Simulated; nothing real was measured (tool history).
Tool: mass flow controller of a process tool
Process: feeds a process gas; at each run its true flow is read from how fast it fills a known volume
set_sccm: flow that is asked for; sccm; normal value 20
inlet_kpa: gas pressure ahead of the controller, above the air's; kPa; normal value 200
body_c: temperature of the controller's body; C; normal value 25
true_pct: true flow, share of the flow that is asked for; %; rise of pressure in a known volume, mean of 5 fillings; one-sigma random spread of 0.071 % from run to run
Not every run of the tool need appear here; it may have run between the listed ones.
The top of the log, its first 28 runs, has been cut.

Run 29, hour 9442.1: usual settings but inlet_kpa 220 kPa, body_c 39 C. Result: true_pct 96.86 %.
At hour 9477.9: gauge calibrated.
Run 30, hour 9902.6: usual settings but inlet_kpa 220 kPa, body_c 39 C. Result: true_pct 99 %.
At hour 9981.3: controller's zero set anew.
Run 31, hour 10121.2: usual settings but inlet_kpa 220 kPa, body_c 39 C. Result: true_pct 98.84 %.
Run 32, hour 10516: usual settings but inlet_kpa 220 kPa, body_c 39 C. Result: true_pct 98.7 %.
Run 33, hour 10736: usual settings but set_sccm 9 sccm, inlet_kpa 158 kPa, body_c 31 C. Result: true_pct 98.63 %.
Run 34, hour 10957.1: usual settings but inlet_kpa 175 kPa, body_c 30 C. Result: true_pct 98.88 %.
Run 35, hour 11317: usual settings but inlet_kpa 175 kPa, body_c 30 C. Result: true_pct 98.78 %.
Run 36, hour 11552.5: usual settings but inlet_kpa 175 kPa, body_c 30 C. Result: true_pct 98.73 %.
Run 37, hour 12025.3: usual settings but set_sccm 29 sccm, inlet_kpa 177 kPa. Result: true_pct 99.01 %.
Run 38, hour 12412.8: usual settings but inlet_kpa 266 kPa, body_c 39 C. Result: true_pct 98.62 %.
Run 39, hour 12690.7: usual settings but inlet_kpa 194 kPa, body_c 22 C. Result: true_pct 98.93 %.
Run 40, hour 12907.2: usual settings but inlet_kpa 194 kPa, body_c 22 C. Result: true_pct 98.89 %.
Run 41, hour 13301.3: usual settings but set_sccm 10 sccm, inlet_kpa 211 kPa. Result: true_pct 98.72 %.
Run 42, hour 13542.2: usual settings but set_sccm 49 sccm, inlet_kpa 207 kPa. Result: true_pct 99.02 %.

Run 43, settings as shown, results not yet in. Your forecast:
Run 43, hour 13905.2: usual settings but set_sccm 49 sccm, inlet_kpa 207 kPa. Result: true_pct ?.

{"run 43": {"true_pct": 98.87}}
Minus the tool's unlogged condition, the same run would have read true_pct 99.99 %.
